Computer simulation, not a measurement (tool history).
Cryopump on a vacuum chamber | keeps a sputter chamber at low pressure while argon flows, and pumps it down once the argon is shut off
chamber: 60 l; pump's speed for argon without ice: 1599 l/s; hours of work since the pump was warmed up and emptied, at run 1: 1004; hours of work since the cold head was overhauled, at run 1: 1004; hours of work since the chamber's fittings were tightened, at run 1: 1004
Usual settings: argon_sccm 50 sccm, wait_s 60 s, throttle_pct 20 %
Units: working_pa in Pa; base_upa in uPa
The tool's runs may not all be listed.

run	hour	argon_sccm	wait_s	throttle_pct	hours of work since the pump was warmed up and emptied	hours of work since the cold head was overhauled	hours of work since the chamber's fittings were tightened	working_pa	base_upa
1	0.0	50	60	20	1004	1004	1004	0.2854	1.92
2	91.6	50	60	20	1054	1054	1054	0.2825	2.05
3	151.3	50	60	20	1087	1087	1087	0.2887	2.01
4	209.6	50	60	20	1119	1119	1119	0.2866	2.13
# hour 280.8: pump warmed up, emptied and cooled again
5	305.6	50	60	20	14	1169	1169	0.2680	1.88
6	375.9	50	60	20	52	1207	1207	0.2661	1.86
7	448.6	50	60	20	92	1247	1247	0.2658	1.89
8	541.1	53	60	20	143	1298	1298	0.2831	1.91
9	596.2	50	60	20	173	1328	1328	0.2673	1.90
10	683.1	50	60	20	220	1375	1375	0.2672	1.98
11	762.3	50	60	20	264	1419	1419	0.2689	1.96
12	811.3	50	60	17	291	1446	1446	0.3186	2.03
13	896.2	50	60	17	337	1492	1492	0.3172	2.09
14	955.4	50	60	17	370	1525	1525	0.3192	2.10
15	1007.9	50	60	17	398	1553	1553	0.3199	2.14
16	1046.2	50	60	20	419	1574	1574	0.2737	2.14
17	1124.5	50	60	20	462	1617	1617	0.2723	2.09
18	1212.8	50	60	39	511	1666	1666	0.1453	2.16
19	1276.9	50	30	36	546	1701	1701	0.1582	3.48
20	1339.2	50	22	17	580	1735	1735	0.3193	4.49
21	1389.3	29	43	20	608	1763	1763	0.1595	2.75
22	1472.4	29	43	20	653	1808	1808	0.1602	2.83
23	1552.1	23	218	20	697	1852	1852	0.1296	1.37
24	1594.9	24	88	26	720	1875	1875	0.1035	1.90
25	1672.5	24	88	17	763	1918	1918	0.1560	1.93
26	1711.6	37	75	17	784	1939	1939	0.2413	2.05
27	1749.4	37	75	17	805	1960	1960	0.2406	2.15
28	1802.0	70	104	30	834	1989	1989	0.2703	1.85
29	1846.0	70	104	30	858	2013	2013	0.2696	1.88
30	1911.3	50	123	38	894	2049	2049	0.1569	1.84
31	1978.0	50	123	38	930	2085	2085	0.1580	1.76
32	2046.2	73	42	38	968	2123	2123	0.2328	3.08
33	2087.4	56	201	16	990	2145	2145	0.3949	1.66
34	2133.7	36	60	20	1015	2170	2170	0.2065	2.57

The same runs without the tool's hidden state, with the same run-to-run variation:
The hidden state here: pump's speed, % of a pump's without ice; cold plate's temperature, K; leak into the chamber, uPa l/s; drift of the gauge itself on working_pa, %; drift of the gauge itself on base_upa, %.
run	working_pa	base_upa
1	0.2652	1.41
2	0.2612	1.48
3	0.2660	1.42
4	0.2633	1.51
5	0.2671	1.48
6	0.2647	1.45
7	0.2636	1.45
8	0.2800	1.45
9	0.2639	1.42
10	0.2630	1.46
11	0.2639	1.43
12	0.3130	1.48
13	0.3108	1.50
14	0.3122	1.50
15	0.3124	1.51
16	0.2658	1.50
17	0.2636	1.44
18	0.1356	1.46
19	0.1477	2.76
20	0.3081	3.74
21	0.1526	1.98
22	0.1527	2.03
23	0.1233	0.55
24	0.0967	1.06
25	0.1486	1.07
26	0.2296	1.17
27	0.2286	1.24
28	0.2465	0.93
29	0.2451	0.92
30	0.1384	0.83
31	0.1385	0.75
32	0.2028	2.03
33	0.3712	0.57
34	0.1907	1.48
